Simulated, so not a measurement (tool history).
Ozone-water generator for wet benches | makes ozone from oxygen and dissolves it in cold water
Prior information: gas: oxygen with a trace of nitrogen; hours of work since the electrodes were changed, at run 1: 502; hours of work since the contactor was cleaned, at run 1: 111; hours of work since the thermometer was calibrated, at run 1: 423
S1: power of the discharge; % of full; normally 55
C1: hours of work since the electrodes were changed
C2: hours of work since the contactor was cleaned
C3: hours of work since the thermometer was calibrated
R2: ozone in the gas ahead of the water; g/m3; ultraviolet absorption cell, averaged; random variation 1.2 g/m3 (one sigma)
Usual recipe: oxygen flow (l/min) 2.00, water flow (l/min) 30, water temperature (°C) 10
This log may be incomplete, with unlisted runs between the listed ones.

run 1 hour=0.0 | S1=55 oxygen_flow_(l/min)=2.00 water_flow_(l/min)=30 water_temperature_(°C)=10 | C1=502 C2=111 C3=423 | dissolved_ozone_(ppm)=8.2 R2=208.4
run 2 hour=28.2 | S1=82 oxygen_flow_(l/min)=2.00 water_flow_(l/min)=30 water_temperature_(°C)=10 | C1=522 C2=131 C3=444 | dissolved_ozone_(ppm)=10.6 R2=268.4
run 3 hour=68.1 | S1=82 oxygen_flow_(l/min)=2.00 water_flow_(l/min)=30 water_temperature_(°C)=10 | C1=550 C2=159 C3=472 | dissolved_ozone_(ppm)=10.6 R2=273.2
run 4 hour=109.9 | S1=98 oxygen_flow_(l/min)=2.00 water_flow_(l/min)=30 water_temperature_(°C)=10 | C1=580 C2=189 C3=502 | dissolved_ozone_(ppm)=12.2 R2=307.3
run 5 hour=138.6 | S1=98 oxygen_flow_(l/min)=2.00 water_flow_(l/min)=30 water_temperature_(°C)=10 | C1=601 C2=210 C3=522 | dissolved_ozone_(ppm)=12.0 R2=308.8
run 6 hour=165.7 | S1=98 oxygen_flow_(l/min)=2.00 water_flow_(l/min)=30 water_temperature_(°C)=10 | C1=620 C2=229 C3=542 | dissolved_ozone_(ppm)=12.2 R2=304.5
run 7 hour=185.5 | S1=98 oxygen_flow_(l/min)=2.00 water_flow_(l/min)=30 water_temperature_(°C)=10 | C1=634 C2=243 C3=556 | dissolved_ozone_(ppm)=11.9 R2=307.9
run 8 hour=229.3 | S1=98 oxygen_flow_(l/min)=2.00 water_flow_(l/min)=30 water_temperature_(°C)=7 | C1=665 C2=274 C3=587 | dissolved_ozone_(ppm)=12.0 R2=304.1
run 9 hour=274.0 | S1=55 oxygen_flow_(l/min)=2.00 water_flow_(l/min)=30 water_temperature_(°C)=10 | C1=697 C2=306 C3=619 | dissolved_ozone_(ppm)=8.2 R2=209.6
run 10 hour=295.0 | S1=57 oxygen_flow_(l/min)=2.00 water_flow_(l/min)=30 water_temperature_(°C)=10 | C1=712 C2=321 C3=634 | dissolved_ozone_(ppm)=8.2 R2=213.2
run 11 hour=328.2 | S1=55 oxygen_flow_(l/min)=2.00 water_flow_(l/min)=30 water_temperature_(°C)=10 | C1=736 C2=345 C3=657 | dissolved_ozone_(ppm)=8.0 R2=207.6
run 12 hour=367.3 | S1=55 oxygen_flow_(l/min)=2.00 water_flow_(l/min)=30 water_temperature_(°C)=10 | C1=764 C2=373 C3=685 | dissolved_ozone_(ppm)=8.0 R2=208.6
run 13 hour=395.6 | S1=55 oxygen_flow_(l/min)=2.00 water_flow_(l/min)=30 water_temperature_(°C)=10 | C1=784 C2=393 C3=705 | dissolved_ozone_(ppm)=7.9 R2=206.5
run 14 hour=425.7 | S1=55 oxygen_flow_(l/min)=2.00 water_flow_(l/min)=30 water_temperature_(°C)=10 | C1=805 C2=414 C3=727 | dissolved_ozone_(ppm)=8.1 R2=210.4
run 15 hour=465.3 | S1=55 oxygen_flow_(l/min)=2.00 water_flow_(l/min)=30 water_temperature_(°C)=10 | C1=833 C2=442 C3=755 | dissolved_ozone_(ppm)=7.9 R2=209.9
run 16 hour=490.6 | S1=55 oxygen_flow_(l/min)=2.00 water_flow_(l/min)=30 water_temperature_(°C)=10 | C1=852 C2=460 C3=773 | dissolved_ozone_(ppm)=8.0 R2=207.1
run 17 hour=515.8 | S1=55 oxygen_flow_(l/min)=2.00 water_flow_(l/min)=30 water_temperature_(°C)=10 | C1=869 C2=478 C3=791 | dissolved_ozone_(ppm)=8.3 R2=209.8
run 18 hour=545.2 | S1=55 oxygen_flow_(l/min)=2.00 water_flow_(l/min)=30 water_temperature_(°C)=10 | C1=890 C2=499 C3=812 | dissolved_ozone_(ppm)=8.5 R2=209.0
run 19 hour=570.1 | S1=68 oxygen_flow_(l/min)=1.99 water_flow_(l/min)=24 water_temperature_(°C)=7 | C1=908 C2=517 C3=830 | dissolved_ozone_(ppm)=12.2 R2=239.5
run 20 hour=616.9 | S1=68 oxygen_flow_(l/min)=1.99 water_flow_(l/min)=24 water_temperature_(°C)=7 | C1=942 C2=550 C3=863 | dissolved_ozone_(ppm)=12.1 R2=238.1
run 21 hour=640.9 | S1=100 oxygen_flow_(l/min)=2.72 water_flow_(l/min)=23 water_temperature_(°C)=8 | C1=959 C2=568 C3=880 | dissolved_ozone_(ppm)=18.7 R2=274.4
run 22 hour=668.6 | S1=100 oxygen_flow_(l/min)=2.72 water_flow_(l/min)=20 water_temperature_(°C)=8 | C1=978 C2=587 C3=900 | dissolved_ozone_(ppm)=21.4 R2=273.8
run 23 hour=698.3 | S1=98 oxygen_flow_(l/min)=2.22 water_flow_(l/min)=23 water_temperature_(°C)=15 | C1=1000 C2=608 C3=921 | dissolved_ozone_(ppm)=15.9 R2=290.9
run 24 hour=728.8 | S1=98 oxygen_flow_(l/min)=2.22 water_flow_(l/min)=23 water_temperature_(°C)=15 | C1=1021 C2=630 C3=943 | dissolved_ozone_(ppm)=16.0 R2=291.6
run 25 hour=750.4 | S1=59 oxygen_flow_(l/min)=2.00 water_flow_(l/min)=30 water_temperature_(°C)=5 | C1=1037 C2=646 C3=958 | dissolved_ozone_(ppm)=8.6 R2=216.9
run 26 hour=789.5 | S1=59 oxygen_flow_(l/min)=2.00 water_flow_(l/min)=30 water_temperature_(°C)=5 | C1=1064 C2=673 C3=986 | dissolved_ozone_(ppm)=8.4 R2=217.2
run 27 hour=819.3 | S1=59 oxygen_flow_(l/min)=2.00 water_flow_(l/min)=30 water_temperature_(°C)=5 | C1=1086 C2=695 C3=1007 | dissolved_ozone_(ppm)=8.5 R2=217.3
run 28 hour=862.4 | S1=55 oxygen_flow_(l/min)=1.24 water_flow_(l/min)=30 water_temperature_(°C)=10 | C1=1116 C2=725 C3=1038 | dissolved_ozone_(ppm)=6.2 R2=245.5
run 29 hour=885.8 | S1=43 oxygen_flow_(l/min)=1.99 water_flow_(l/min)=30 water_temperature_(°C)=10 | C1=1133 C2=742 C3=1055 | dissolved_ozone_(ppm)=6.7 R2=176.8
run 30 hour=919.1 | S1=99 oxygen_flow_(l/min)=3.03 water_flow_(l/min)=24 water_temperature_(°C)=18 | C1=1157 C2=766 C3=1078 | dissolved_ozone_(ppm)=16.9 R2=259.0
run 31 hour=953.3 | S1=48 oxygen_flow_(l/min)=2.00 water_flow_(l/min)=30 water_temperature_(°C)=10 | C1=1181 C2=790 C3=1103 | dissolved_ozone_(ppm)=7.2 R2=190.5
run 32 hour=993.4 | S1=87 oxygen_flow_(l/min)=2.12 water_flow_(l/min)=45 water_temperature_(°C)=10 | C1=1210 C2=819 C3=1131 | dissolved_ozone_(ppm)=6.8 R2=273.4
run 33 hour=1033.4 | S1=87 oxygen_flow_(l/min)=2.12 water_flow_(l/min)=45 water_temperature_(°C)=10 | C1=1238 C2=847 C3=1160 | dissolved_ozone_(ppm)=7.0 R2=273.9
run 34 hour=1071.9 | S1=87 oxygen_flow_(l/min)=2.12 water_flow_(l/min)=27 water_temperature_(°C)=16 | C1=1266 C2=875 C3=1187 | dissolved_ozone_(ppm)=12.2 R2=273.3

Some steps in dissolved ozone (ppm), run to run, broken into two amounts with sign: the step expected even without the hidden condition (settings, incoming material, random variation), and the rest, left for the hidden condition together with whatever gauge scatter is not in both the measured and the hidden-condition-free result:
Hidden conditions of the tool in this case: yield of the discharge, % of new electrodes'; contactor's efficiency, % of a clean one's; true water temperature over the reading, C; drift of the gauge itself on ozone_ppm, %; drift of the gauge itself on gas_g_m3, %.
Run 18 -> 19: S1 55 -> 68, oxygen flow (l/min) 2.00 -> 1.99, water flow (l/min) 30 -> 24, water temperature (°C) 10 -> 7. dissolved ozone (ppm) +3.7: hidden state -0.2, all else +3.9.
Run 24 -> 25: S1 98 -> 59, oxygen flow (l/min) 2.22 -> 2.00, water flow (l/min) 23 -> 30, water temperature (°C) 15 -> 5. dissolved ozone (ppm) -7.4: hidden state +0.2, all else -7.6.
Run 29 -> 30: S1 43 -> 99, oxygen flow (l/min) 1.99 -> 3.03, water flow (l/min) 30 -> 24, water temperature (°C) 10 -> 18. dissolved ozone (ppm) +10.2: hidden state -0.5, all else +10.7.
Run 30 -> 31: S1 99 -> 48, oxygen flow (l/min) 3.03 -> 2.00, water flow (l/min) 24 -> 30, water temperature (°C) 18 -> 10. dissolved ozone (ppm) -9.7: hidden state +0.4, all else -10.1.
